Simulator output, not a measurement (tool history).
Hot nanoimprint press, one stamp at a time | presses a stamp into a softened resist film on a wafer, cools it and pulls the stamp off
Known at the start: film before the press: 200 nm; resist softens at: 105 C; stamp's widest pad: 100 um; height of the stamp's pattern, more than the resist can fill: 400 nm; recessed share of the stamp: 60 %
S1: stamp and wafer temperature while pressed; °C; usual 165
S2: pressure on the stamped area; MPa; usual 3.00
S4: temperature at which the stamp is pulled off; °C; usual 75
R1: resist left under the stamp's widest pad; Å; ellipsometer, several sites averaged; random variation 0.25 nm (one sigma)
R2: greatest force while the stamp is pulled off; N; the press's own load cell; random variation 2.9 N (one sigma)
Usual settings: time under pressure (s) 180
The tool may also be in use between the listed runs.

{"run": 1, "hour": 0.0, "S1": 165, "S2": 3.0, "time under pressure (s)": 180, "S4": 75, "R1": 898, "R2": 159}
{"run": 2, "hour": 15.3, "S1": 165, "S2": 3.0, "time under pressure (s)": 180, "S4": 75, "R1": 891, "R2": 153}
{"run": 3, "hour": 26.7, "S1": 165, "S2": 3.0, "time under pressure (s)": 180, "S4": 75, "R1": 894, "R2": 151}
{"run": 4, "hour": 41.3, "S1": 165, "S2": 3.0, "time under pressure (s)": 180, "S4": 75, "R1": 895, "R2": 156}
{"run": 5, "hour": 53.6, "S1": 165, "S2": 3.0, "time under pressure (s)": 180, "S4": 70, "R1": 891, "R2": 183}
{"run": 6, "hour": 72.2, "S1": 165, "S2": 3.0, "time under pressure (s)": 180, "S4": 70, "R1": 890, "R2": 169}
{"run": 7, "hour": 83.0, "S1": 165, "S2": 3.0, "time under pressure (s)": 180, "S4": 70, "R1": 889, "R2": 177}
{"run": 8, "hour": 96.4, "S1": 165, "S2": 4.55, "time under pressure (s)": 180, "S4": 75, "R1": 728, "R2": 157}
{"run": 9, "hour": 113.0, "S1": 165, "S2": 4.55, "time under pressure (s)": 180, "S4": 75, "R1": 728, "R2": 155}
{"run": 10, "hour": 121.9, "S1": 165, "S2": 3.0, "time under pressure (s)": 255, "S4": 75, "R1": 784, "R2": 164}
{"run": 11, "hour": 137.5, "S1": 165, "S2": 3.0, "time under pressure (s)": 180, "S4": 61, "R1": 888, "R2": 226}
{"run": 12, "hour": 153.6, "S1": 165, "S2": 3.0, "time under pressure (s)": 180, "S4": 61, "R1": 888, "R2": 221}
{"run": 13, "hour": 162.4, "S1": 165, "S2": 3.0, "time under pressure (s)": 180, "S4": 61, "R1": 888, "R2": 217}
{"run": 14, "hour": 170.7, "S1": 165, "S2": 3.0, "time under pressure (s)": 180, "S4": 61, "R1": 890, "R2": 225}
{"run": 15, "hour": 184.3, "S1": 165, "S2": 3.0, "time under pressure (s)": 180, "S4": 61, "R1": 885, "R2": 225}
{"run": 16, "hour": 195.3, "S1": 165, "S2": 3.0, "time under pressure (s)": 180, "S4": 61, "R1": 894, "R2": 219}
{"run": 17, "hour": 207.8, "S1": 162, "S2": 2.23, "time under pressure (s)": 180, "S4": 76, "R1": 1186, "R2": 159}
{"run": 18, "hour": 222.6, "S1": 159, "S2": 3.0, "time under pressure (s)": 180, "S4": 72, "R1": 1234, "R2": 185}
{"run": 19, "hour": 232.6, "S1": 162, "S2": 3.0, "time under pressure (s)": 180, "S4": 66, "R1": 1047, "R2": 205}
{"run": 20, "hour": 251.0, "S1": 166, "S2": 2.94, "time under pressure (s)": 103, "S4": 68, "R1": 1031, "R2": 205}
{"run": 21, "hour": 268.2, "S1": 166, "S2": 2.94, "time under pressure (s)": 103, "S4": 68, "R1": 1033, "R2": 201}
{"run": 22, "hour": 277.2, "S1": 166, "S2": 2.94, "time under pressure (s)": 103, "S4": 68, "R1": 1033, "R2": 195}
{"run": 23, "hour": 296.0, "S1": 157, "S2": 3.24, "time under pressure (s)": 180, "S4": 75, "R1": 1322, "R2": 169}
{"run": 24, "hour": 309.9, "S1": 157, "S2": 3.24, "time under pressure (s)": 180, "S4": 75, "R1": 1313, "R2": 172}
{"run": 25, "hour": 324.4, "S1": 172, "S2": 3.0, "time under pressure (s)": 351, "S4": 75, "R1": 446, "R2": 173}
{"run": 26, "hour": 339.4, "S1": 164, "S2": 3.48, "time under pressure (s)": 178, "S4": 77, "R1": 880, "R2": 168}
{"run": 27, "hour": 350.8, "S1": 165, "S2": 2.6, "time under pressure (s)": 203, "S4": 82, "R1": 902, "R2": 134}
{"run": 28, "hour": 362.3, "S1": 165, "S2": 3.01, "time under pressure (s)": 203, "S4": 82, "R1": 843, "R2": 138}
{"run": 29, "hour": 378.6, "S1": 156, "S2": 3.98, "time under pressure (s)": 203, "S4": 62, "R1": 1246, "R2": 232}
{"run": 30, "hour": 392.0, "S1": 156, "S2": 4.64, "time under pressure (s)": 203, "S4": 62, "R1": 1169, "R2": 230}

Hidden state or all else? Some run-to-run changes of R1, split into what the settings, what came in and random variation would give without the hidden state, and what is left for the hidden state (with any gauge scatter that isn't in both results):
The hidden state here: true temperature over the reading, C; pressure that arrives at the usual setting, %; grip of the stamp's worn release coat, % over a new coat's; drift of the gauge itself on residual_nm, %; drift of the gauge itself on pull_off_n, %.
Run 24 -> 25: S1 157 -> 172, S2 3.24 -> 3.00, time under pressure (s) 180 -> 351. R1 -867 Å: hidden state +17, all else -884.
Run 25 -> 26: S1 172 -> 164, S2 3.00 -> 3.48, time under pressure (s) 351 -> 178, S4 75 -> 77. R1 +434 Å: hidden state -11, all else +445.
Run 28 -> 29: S1 165 -> 156, S2 3.01 -> 3.98, S4 82 -> 62. R1 +403 Å: hidden state -7, all else +410.
